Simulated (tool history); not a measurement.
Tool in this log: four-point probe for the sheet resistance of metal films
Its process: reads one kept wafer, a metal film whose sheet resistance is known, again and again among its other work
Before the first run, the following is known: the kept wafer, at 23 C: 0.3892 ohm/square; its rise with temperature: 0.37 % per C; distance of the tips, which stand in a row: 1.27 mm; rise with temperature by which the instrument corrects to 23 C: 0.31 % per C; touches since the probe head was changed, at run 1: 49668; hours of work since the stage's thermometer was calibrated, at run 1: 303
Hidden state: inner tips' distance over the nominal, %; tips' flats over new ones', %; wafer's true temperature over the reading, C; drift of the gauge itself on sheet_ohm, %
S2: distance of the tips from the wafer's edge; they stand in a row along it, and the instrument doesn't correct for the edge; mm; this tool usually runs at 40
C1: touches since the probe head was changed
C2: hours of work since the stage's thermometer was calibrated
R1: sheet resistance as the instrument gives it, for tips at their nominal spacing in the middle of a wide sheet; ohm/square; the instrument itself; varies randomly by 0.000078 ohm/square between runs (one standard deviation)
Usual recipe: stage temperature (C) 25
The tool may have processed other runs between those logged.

{"run": 1, "hour": 0.0, "stage temperature (C)": 25, "S2": 40, "C1": 49668, "C2": 303, "R1": 0.388583}
{"run": 2, "hour": 15.9, "stage temperature (C)": 25, "S2": 40, "C1": 50612, "C2": 314, "R1": 0.388651}
{"run": 3, "hour": 28.3, "stage temperature (C)": 25, "S2": 16, "C1": 51352, "C2": 322, "R1": 0.389626}
{"run": 4, "hour": 37.5, "stage temperature (C)": 25, "S2": 9, "C1": 51900, "C2": 329, "R1": 0.392601}
{"run": 5, "hour": 48.7, "stage temperature (C)": 18, "S2": 9, "C1": 52563, "C2": 336, "R1": 0.390765}
{"run": 6, "hour": 58.9, "stage temperature (C)": 25, "S2": 30, "C1": 53172, "C2": 343, "R1": 0.388681}
{"run": 7, "hour": 71.0, "stage temperature (C)": 25, "S2": 9, "C1": 53889, "C2": 352, "R1": 0.392364}
{"run": 8, "hour": 84.2, "stage temperature (C)": 24, "S2": 11, "C1": 54672, "C2": 361, "R1": 0.390907}
{"run": 9, "hour": 95.2, "stage temperature (C)": 24, "S2": 11, "C1": 55328, "C2": 368, "R1": 0.390862}
{"run": 10, "hour": 108.7, "stage temperature (C)": 24, "S2": 11, "C1": 56133, "C2": 378, "R1": 0.390692}
{"hour": 110.4, "done": "stage's thermometer calibrated"}
{"run": 11, "hour": 126.5, "stage temperature (C)": 24, "S2": 11, "C1": 57161, "C2": 11, "R1": 0.390606}
{"run": 12, "hour": 146.4, "stage temperature (C)": 24, "S2": 11, "C1": 58345, "C2": 25, "R1": 0.390532}
{"run": 13, "hour": 159.8, "stage temperature (C)": 18, "S2": 45, "C1": 59138, "C2": 34, "R1": 0.386489}
{"run": 14, "hour": 175.3, "stage temperature (C)": 31, "S2": 35, "C1": 60059, "C2": 45, "R1": 0.38972}

Describe how what the log doesn't record of the tool's condition differs between the last listed run preceding each entry between runs and the first listed run following it.
Run 10 -> run 11: stage's thermometer calibrated (hour 110.4)
  inner tips' distance over the nominal, %: -0.334 -> -0.339; wafer's true temperature over the reading, C: -0.04 -> -0.08
  measured value less the no-hidden-state value, R1: -0.001480 -> -0.001549 ohm/square

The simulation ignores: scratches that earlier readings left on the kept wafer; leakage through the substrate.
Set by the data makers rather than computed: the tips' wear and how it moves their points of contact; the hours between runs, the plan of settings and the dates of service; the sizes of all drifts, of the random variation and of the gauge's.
